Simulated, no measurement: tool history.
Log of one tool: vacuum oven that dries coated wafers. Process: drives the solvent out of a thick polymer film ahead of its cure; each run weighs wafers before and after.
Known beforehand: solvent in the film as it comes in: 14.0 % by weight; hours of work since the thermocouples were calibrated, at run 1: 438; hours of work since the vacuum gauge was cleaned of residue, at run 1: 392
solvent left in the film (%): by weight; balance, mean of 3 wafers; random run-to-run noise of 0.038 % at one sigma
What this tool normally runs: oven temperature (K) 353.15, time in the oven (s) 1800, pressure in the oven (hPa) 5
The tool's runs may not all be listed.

run   hour  oven temperature (K)  time in the oven (s)  pressure in the oven (hPa)  hours of work since the thermocouples were calibrated  hours of work since the vacuum gauge was cleaned of residue  solvent left in the film (%)
  1      0                353.15                  1800                           5                                                    438                                                          392                          1.07
  2   17.9                353.15                  1800                           5                                                    448                                                          403                          1.04
  3   34.4                353.15                  1800                           5                                                    458                                                          413                          1.03
  4   45.4                353.15                  1800                           5                                                    465                                                          419                             1
  5   58.4                353.15                  1800                           5                                                    473                                                          427                          1.02
  6   66.4                353.15                  1800                           5                                                    478                                                          432                          0.98
  7   75.5                353.15                  1800                        4.83                                                    483                                                          438                          1.02
  8   94.5                353.15                  1800                        4.83                                                    495                                                          449                          1.07
  9  111.4                346.15                  1080                       19.18                                                    505                                                          459                          4.63
 10  128.6                352.15                   900                       19.18                                                    515                                                          470                          3.91
 11  139.3                365.15                  3240                        3.81                                                    522                                                          476                          0.15
 12  150.1                364.15                  1080                        3.81                                                    528                                                          483                          0.89
 13  168.8                352.15                  1080                        2.67                                                    540                                                          494                          2.56
 14  183.5                352.15                  2100                        2.74                                                    549                                                          503                          0.72

Here are 3 independent what-if runs from the current tool condition. What would each one return?
  A  195.3                343.15                  3000                       15.49                                                    556                                                          510                             ?
  B  195.3                363.15                  1800                           5                                                    556                                                          510                             ?
  C  195.3                347.15                  2220                        3.37                                                    556                                                          510                             ?

run  solvent left in the film (%)
  A                          2.01
  B                          0.47
  C                          1.27
Without the tool's hidden state the same runs would have given:
run  solvent left in the film (%)
  A                           1.9
  B                          0.41
  C                          1.18

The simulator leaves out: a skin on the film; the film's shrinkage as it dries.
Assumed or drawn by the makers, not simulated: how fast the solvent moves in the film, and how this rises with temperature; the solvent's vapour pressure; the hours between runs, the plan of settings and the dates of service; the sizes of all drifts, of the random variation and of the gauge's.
